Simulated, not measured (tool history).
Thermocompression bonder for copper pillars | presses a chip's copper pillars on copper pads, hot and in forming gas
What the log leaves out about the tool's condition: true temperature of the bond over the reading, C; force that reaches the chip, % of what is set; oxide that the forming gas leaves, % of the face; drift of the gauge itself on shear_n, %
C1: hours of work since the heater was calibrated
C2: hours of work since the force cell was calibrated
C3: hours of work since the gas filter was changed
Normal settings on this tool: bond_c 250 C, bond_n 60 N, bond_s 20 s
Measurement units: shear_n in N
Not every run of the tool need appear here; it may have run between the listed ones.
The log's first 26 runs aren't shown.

run 27 hour=807.2 | bond_c=233 bond_n=54 bond_s=42 | C1=417 C2=1178 C3=37 | shear_n=35.1
run 28 hour=840.3 | bond_c=233 bond_n=54 bond_s=42 | C1=436 C2=1197 C3=56 | shear_n=35.4
run 29 hour=861.2 | bond_c=271 bond_n=41 bond_s=16 | C1=448 C2=1210 C3=69 | shear_n=32.2
run 30 hour=891.6 | bond_c=271 bond_n=41 bond_s=16 | C1=466 C2=1227 C3=86 | shear_n=32.6
run 31 hour=914.0 | bond_c=265 bond_n=79 bond_s=41 | C1=479 C2=1240 C3=99 | shear_n=57.2
run 32 hour=955.9 | bond_c=265 bond_n=79 bond_s=41 | C1=503 C2=1265 C3=124 | shear_n=56.4
run 33 hour=994.0 | bond_c=265 bond_n=79 bond_s=41 | C1=525 C2=1287 C3=146 | shear_n=56.8
run 34 hour=1027.0 | bond_c=235 bond_n=66 bond_s=13 | C1=545 C2=1306 C3=165 | shear_n=24.7
run 35 hour=1053.2 | bond_c=249 bond_n=50 bond_s=50 | C1=560 C2=1321 C3=180 | shear_n=42.8
run 36 hour=1078.4 | bond_c=250 bond_n=60 bond_s=25 | C1=574 C2=1336 C3=195 | shear_n=37.5
run 37 hour=1110.4 | bond_c=237 bond_n=53 bond_s=25 | C1=593 C2=1354 C3=213 | shear_n=29.2
run 38 hour=1151.1 | bond_c=241 bond_n=81 bond_s=15 | C1=617 C2=1378 C3=237 | shear_n=31.4
run 39 hour=1175.5 | bond_c=238 bond_n=38 bond_s=10 | C1=631 C2=1392 C3=251 | shear_n=16.2
run 40 hour=1198.3 | bond_c=238 bond_n=38 bond_s=10 | C1=644 C2=1405 C3=264 | shear_n=16.6

4 ways to go on from here, each from the tool as it stands after run 40. What would each give?
run A hour=1223.6 | bond_c=235 bond_n=48 bond_s=18 | C1=659 C2=1420 C3=279 | shear_n=?
run B hour=1223.6 | bond_c=250 bond_n=64 bond_s=20 | C1=659 C2=1420 C3=279 | shear_n=?
run C hour=1223.6 | bond_c=267 bond_n=41 bond_s=10 | C1=659 C2=1420 C3=279 | shear_n=?
run D hour=1223.6 | bond_c=250 bond_n=60 bond_s=15 | C1=659 C2=1420 C3=279 | shear_n=?

run=A shear_n=23.8
run=B shear_n=35.0
run=C shear_n=25.7
run=D shear_n=30.2
The same runs, with their run-to-run variation unchanged, on a tool lacking any hidden condition would have given:
run=A shear_n=23.9
run=B shear_n=35.2
run=C shear_n=25.8
run=D shear_n=30.3

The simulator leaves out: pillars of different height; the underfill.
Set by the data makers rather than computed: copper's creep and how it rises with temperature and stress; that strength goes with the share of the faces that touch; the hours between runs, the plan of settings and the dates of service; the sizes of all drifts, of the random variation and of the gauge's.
